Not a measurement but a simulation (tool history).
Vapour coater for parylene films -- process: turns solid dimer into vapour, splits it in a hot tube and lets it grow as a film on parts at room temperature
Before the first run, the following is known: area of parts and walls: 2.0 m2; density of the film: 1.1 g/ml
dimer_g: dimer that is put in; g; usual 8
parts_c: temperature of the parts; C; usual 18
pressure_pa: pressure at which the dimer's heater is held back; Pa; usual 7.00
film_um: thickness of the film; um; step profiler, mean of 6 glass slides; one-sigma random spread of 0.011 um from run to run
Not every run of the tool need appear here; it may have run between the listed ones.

| run | hour | dimer_g | parts_c | pressure_pa | film_um |
|---|---|---|---|---|---|
| 1 | 0.0 | 8 | 18 | 7.00 | 1.66 |
| 2 | 19.4 | 8 | 18 | 7.00 | 1.68 |
| 3 | 42.1 | 11 | 18 | 7.00 | 2.29 |
| 4 | 63.3 | 11 | 18 | 7.00 | 2.27 |
| 5 | 86.2 | 11 | 18 | 7.00 | 2.28 |
| 6 | 115.0 | 8 | 20 | 7.00 | 1.57 |
| 7 | 139.9 | 8 | 18 | 7.00 | 1.63 |
| 8 | 160.0 | 8 | 18 | 7.00 | 1.64 |
| 9 | 176.6 | 8 | 18 | 7.00 | 1.62 |
| 10 | 192.8 | 8 | 18 | 7.00 | 1.59 |
|  | 216.4 | trap's valve overhauled |
| 11 | 217.9 | 8 | 18 | 7.00 | 1.76 |
| 12 | 247.6 | 8 | 18 | 7.00 | 1.75 |
| 13 | 259.7 | 8 | 18 | 7.00 | 1.74 |
| 14 | 274.0 | 8 | 18 | 7.00 | 1.74 |
| 15 | 289.2 | 8 | 14 | 7.00 | 1.91 |
| 16 | 303.9 | 3 | 18 | 7.00 | 0.64 |
| 17 | 327.8 | 8 | 18 | 7.12 | 1.70 |
| 18 | 353.4 | 8 | 18 | 7.00 | 1.71 |
| 19 | 379.5 | 8 | 18 | 7.00 | 1.70 |
| 20 | 399.8 | 8 | 18 | 7.00 | 1.68 |
| 21 | 425.2 | 8 | 18 | 7.00 | 1.68 |
| 22 | 447.5 | 4 | 10 | 4.01 | 1.09 |
| 23 | 464.0 | 7 | 16 | 3.87 | 1.67 |
| 24 | 486.4 | 5 | 15 | 3.99 | 1.21 |
| 25 | 500.5 | 8 | 18 | 3.37 | 1.83 |
| 26 | 521.5 | 4 | 14 | 4.71 | 0.95 |
|  | 524.6 | table's thermometer calibrated |
| 27 | 537.9 | 4 | 14 | 4.71 | 0.96 |
| 28 | 563.3 | 4 | 17 | 4.71 | 0.88 |
| 29 | 585.2 | 4 | 21 | 4.71 | 0.79 |
|  | 595.3 | table's thermometer calibrated, once more |
| 30 | 608.9 | 4 | 15 | 7.00 | 0.88 |
| 31 | 626.2 | 8 | 17 | 8.41 | 1.66 |
| 32 | 646.2 | 8 | 30 | 4.78 | 1.30 |
| 33 | 670.4 | 8 | 30 | 4.78 | 1.31 |
| 34 | 689.9 | 3 | 12 | 4.06 | 0.74 |
|  | 708.8 | trap's valve overhauled |
| 35 | 718.1 | 8 | 18 | 2.80 | 1.95 |
| 36 | 743.7 | 4 | 18 | 2.87 | 0.96 |
| 37 | 762.2 | 4 | 19 | 2.46 | 0.97 |
| 38 | 789.8 | 6 | 18 | 3.96 | 1.42 |
| 39 | 809.5 | 10 | 27 | 5.33 | 1.84 |
| 40 | 821.6 | 7 | 10 | 5.33 | 1.90 |

What if the next run were any one of these 4? Each begins from the tool's condition after run 40:
| A | 846.9 | 12 | 18 | 6.29 | ? |
| B | 846.9 | 8 | 24 | 2.88 | ? |
| C | 846.9 | 9 | 10 | 2.27 | ? |
| D | 846.9 | 3 | 25 | 2.43 | ? |

| run | film_um |
|---|---|
| A | 2.63 |
| B | 1.68 |
| C | 2.69 |
| D | 0.63 |
Without the tool's unlogged condition, the same runs would have read:
| run | film_um |
|---|---|
| A | 2.71 |
| B | 1.72 |
| C | 2.77 |
| D | 0.65 |
